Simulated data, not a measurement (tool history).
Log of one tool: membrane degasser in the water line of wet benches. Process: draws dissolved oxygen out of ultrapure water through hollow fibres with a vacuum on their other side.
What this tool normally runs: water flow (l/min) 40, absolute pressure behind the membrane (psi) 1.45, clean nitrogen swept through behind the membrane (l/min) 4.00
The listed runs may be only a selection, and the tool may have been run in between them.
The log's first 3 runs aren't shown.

| run | hour | water flow (l/min) | absolute pressure behind the membrane (psi) | clean nitrogen swept through behind the membrane (l/min) | hours since the membrane was changed | hours since the vacuum gauge was calibrated | hours since the vacuum lines were made tight | dissolved oxygen in the water behind the degasser (ppb) | pressure that the water loses in the fibres (psi) |
|---|---|---|---|---|---|---|---|---|---|
| 4 | 87.6 | 40 | 0.96 | 4.00 | 520 | 1324 | 2137 | 149.4 | 5.710 |
| 5 | 123.6 | 40 | 1.45 | 4.00 | 556 | 1360 | 2173 | 230.1 | 5.735 |
| 6 | 163.5 | 40 | 1.45 | 4.00 | 596 | 1400 | 2213 | 229.7 | 5.780 |
| 7 | 185.9 | 40 | 1.45 | 5.35 | 618 | 1423 | 2236 | 192.8 | 5.788 |
| 8 | 213.9 | 40 | 1.62 | 4.00 | 646 | 1451 | 2264 | 256.7 | 5.719 |
| 9 | 237.0 | 40 | 1.45 | 4.00 | 669 | 1474 | 2287 | 227.8 | 5.754 |
| 10 | 257.6 | 40 | 1.45 | 4.00 | 690 | 1494 | 2307 | 229.3 | 5.774 |
| 11 | 290.3 | 40 | 1.45 | 4.00 | 723 | 1527 | 2340 | 230.5 | 5.722 |
| 12 | 335.5 | 40 | 2.25 | 4.00 | 768 | 1572 | 2385 | 357.2 | 5.722 |
| 13 | 359.4 | 40 | 2.25 | 4.00 | 792 | 1596 | 2409 | 353.9 | 5.758 |
| 14 | 401.8 | 40 | 1.45 | 4.00 | 834 | 1639 | 2451 | 229.0 | 5.771 |
| 15 | 434.6 | 40 | 1.45 | 4.00 | 867 | 1671 | 2484 | 228.1 | 5.703 |
| 16 | 461.4 | 40 | 1.45 | 4.00 | 894 | 1698 | 2511 | 229.2 | 5.726 |
| 17 | 492.3 | 46 | 1.31 | 2.69 | 925 | 1729 | 2542 | 316.7 | 6.591 |

For run 18, what comes out?
| 18 | 513.8 | 46 | 1.31 | 2.69 | 946 | 1751 | 2563 | ? | ? |

Run 18 measured dissolved oxygen in the water behind the degasser (ppb) 319.5, pressure that the water loses in the fibres (psi) 6.630.
With the hidden condition absent and the run-to-run variation left alone, this run would have shown dissolved oxygen in the water behind the degasser (ppb) 314.0, pressure that the water loses in the fibres (psi) 6.585.
